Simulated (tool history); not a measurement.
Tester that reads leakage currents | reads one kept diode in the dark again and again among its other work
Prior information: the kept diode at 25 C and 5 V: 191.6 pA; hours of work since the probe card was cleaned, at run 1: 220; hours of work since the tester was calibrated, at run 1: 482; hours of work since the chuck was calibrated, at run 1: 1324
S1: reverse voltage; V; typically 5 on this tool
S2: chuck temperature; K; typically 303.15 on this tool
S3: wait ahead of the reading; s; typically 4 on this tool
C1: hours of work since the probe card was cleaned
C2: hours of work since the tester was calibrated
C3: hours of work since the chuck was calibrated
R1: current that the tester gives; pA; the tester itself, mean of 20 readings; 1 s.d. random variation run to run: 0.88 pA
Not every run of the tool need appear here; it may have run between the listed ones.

Run 1, hour 0: usual settings; C1 220; C2 482; C3 1324. Result: R1 252.59 pA.
Run 2, hour 13.8: usual settings; C1 227; C2 488; C3 1330. Result: R1 253.43 pA.
Run 3, hour 37.5: usual settings; C1 238; C2 499; C3 1341. Result: R1 252.86 pA.
Run 4, hour 58.1: usual settings; C1 247; C2 509; C3 1351. Result: R1 251.87 pA.
Run 5, hour 73.8: usual settings; C1 255; C2 516; C3 1358. Result: R1 251.78 pA.
At hour 92.9: chuck's temperature calibrated.
Run 6, hour 95.8: usual settings but S1 9.85 V; C1 264; C2 526; C3 1. Result: R1 314.63 pA.
Run 7, hour 123.5: usual settings but S1 9.85 V; C1 277; C2 539; C3 14. Result: R1 314.45 pA.
Run 8, hour 145.8: usual settings but S1 9.85 V; C1 287; C2 549; C3 25. Result: R1 311.31 pA.
Run 9, hour 174.9: usual settings but S2 313.15 K; C1 301; C2 563; C3 38. Result: R1 505.33 pA.
Run 10, hour 204.5: usual settings but S2 313.15 K; C1 315; C2 577; C3 52. Result: R1 502.64 pA.
At hour 210.8: chuck's temperature calibrated, once more.
Run 11, hour 235.3: usual settings but S2 295.15 K; C1 328; C2 590; C3 11. Result: R1 150.74 pA.
Run 12, hour 264.5: usual settings but S1 12.47 V, S2 295.15 K; C1 342; C2 604; C3 25. Result: R1 235.92 pA.
Run 13, hour 293.2: usual settings; C1 355; C2 617; C3 39. Result: R1 292.61 pA.
Run 14, hour 315: usual settings; C1 365; C2 627; C3 49. Result: R1 293.12 pA.
Run 15, hour 331.8: usual settings but S2 324.15 K; C1 373; C2 635; C3 57. Result: R1 1443.84 pA.
Run 16, hour 347.7: usual settings; C1 381; C2 643; C3 64. Result: R1 292.11 pA.
Run 17, hour 370.5: usual settings; C1 391; C2 653; C3 75. Result: R1 291.37 pA.
Run 18, hour 398: usual settings; C1 404; C2 666; C3 87. Result: R1 290.59 pA.
Run 19, hour 416.1: usual settings; C1 413; C2 675; C3 96. Result: R1 290.66 pA.
Run 20, hour 431.7: usual settings; C1 420; C2 682; C3 103. Result: R1 289.2 pA.
Run 21, hour 452.1: usual settings but S1 1.27 V, S2 295.15 K, S3 1.14 s; C1 429; C2 691; C3 113. Result: R1 77.28 pA.
Run 22, hour 477.1: usual settings but S1 4.91 V, S2 327.15 K, S3 4.43 s; C1 441; C2 703; C3 124. Result: R1 1771.17 pA.
Run 23, hour 502.6: usual settings but S1 1.74 V, S2 317.15 K, S3 8.8 s; C1 453; C2 715; C3 136. Result: R1 521.92 pA.
Run 24, hour 530.8: usual settings but S1 3.72 V, S2 300.15 K, S3 7.55 s; C1 466; C2 728; C3 150. Result: R1 195.54 pA.
Run 25, hour 550.5: usual settings but S1 5.87 V; C1 475; C2 737; C3 159. Result: R1 311.77 pA.
Run 26, hour 565.6: usual settings but S1 16.63 V, S3 1.45 s; C1 483; C2 744; C3 166. Result: R1 524.47 pA.
Run 27, hour 598.2: usual settings but S1 16.63 V, S3 1.45 s; C1 498; C2 760; C3 181. Result: R1 521.54 pA.
Run 28, hour 611.5: usual settings but S1 16.63 V, S3 1.45 s; C1 504; C2 766; C3 187. Result: R1 519.91 pA.
Run 29, hour 632.6: usual settings but S2 324.15 K, S3 5.73 s; C1 514; C2 776; C3 197. Result: R1 1437.35 pA.
Run 30, hour 652.6: usual settings but S1 3.16 V, S2 297.15 K, S3 0.53 s; C1 523; C2 785; C3 206. Result: R1 142.66 pA.
Run 31, hour 681.6: usual settings but S1 16.19 V, S2 296.15 K, S3 3.99 s; C1 537; C2 799; C3 220. Result: R1 295.24 pA.
Run 32, hour 712.5: usual settings but S1 4.15 V, S2 296.15 K, S3 3.99 s; C1 551; C2 813; C3 234. Result: R1 147.62 pA.
Run 33, hour 735.6: usual settings but S2 314.15 K, S3 0.44 s; C1 562; C2 824; C3 245. Result: R1 683.08 pA.
Run 34, hour 750.5: usual settings but S2 314.15 K, S3 0.44 s; C1 569; C2 831; C3 252. Result: R1 683.76 pA.
Run 35, hour 778.5: usual settings but S2 314.15 K, S3 0.44 s; C1 582; C2 844; C3 265. Result: R1 683.7 pA.
Run 36, hour 792.2: usual settings but S3 5.7 s; C1 588; C2 850; C3 272. Result: R1 285.78 pA.
Run 37, hour 811.1: usual settings but S1 2 V, S2 319.15 K, S3 0.82 s; C1 597; C2 859; C3 281. Result: R1 641.75 pA.
Run 38, hour 837.4: usual settings but S1 2 V, S2 319.15 K, S3 0.82 s; C1 610; C2 871; C3 293. Result: R1 636.93 pA.
Run 39, hour 859.7: usual settings but S1 2 V, S2 319.15 K, S3 0.82 s; C1 620; C2 882; C3 303. Result: R1 634.52 pA.

What if the next run were any one of these 5? Each begins from the tool's condition after run 39:
Run A, hour 892.4: usual settings but S1 2 V, S2 319.15 K, S3 0.8 s; C1 635; C2 897; C3 319. Result: R1 ?.
Run B, hour 892.4: usual settings but S2 296.15 K; C1 635; C2 897; C3 319. Result: R1 ?.
Run C, hour 892.4: usual settings but S1 1.26 V, S3 8.83 s; C1 635; C2 897; C3 319. Result: R1 ?.
Run D, hour 892.4: usual settings but S1 8.51 V, S2 306.15 K, S3 3.9 s; C1 635; C2 897; C3 319. Result: R1 ?.
Run E, hour 892.4: usual settings but S1 1.27 V, S2 330.15 K; C1 635; C2 897; C3 319. Result: R1 ?.

run      R1
  A  633.73
  B  160.85
  C   146.9
  D  470.73
  E  1129.1
Stripped of hidden state, with their random variation kept, the same runs would have yielded:
run       R1
  A   657.75
  B   161.38
  C   151.94
  D   479.89
  E  1172.26

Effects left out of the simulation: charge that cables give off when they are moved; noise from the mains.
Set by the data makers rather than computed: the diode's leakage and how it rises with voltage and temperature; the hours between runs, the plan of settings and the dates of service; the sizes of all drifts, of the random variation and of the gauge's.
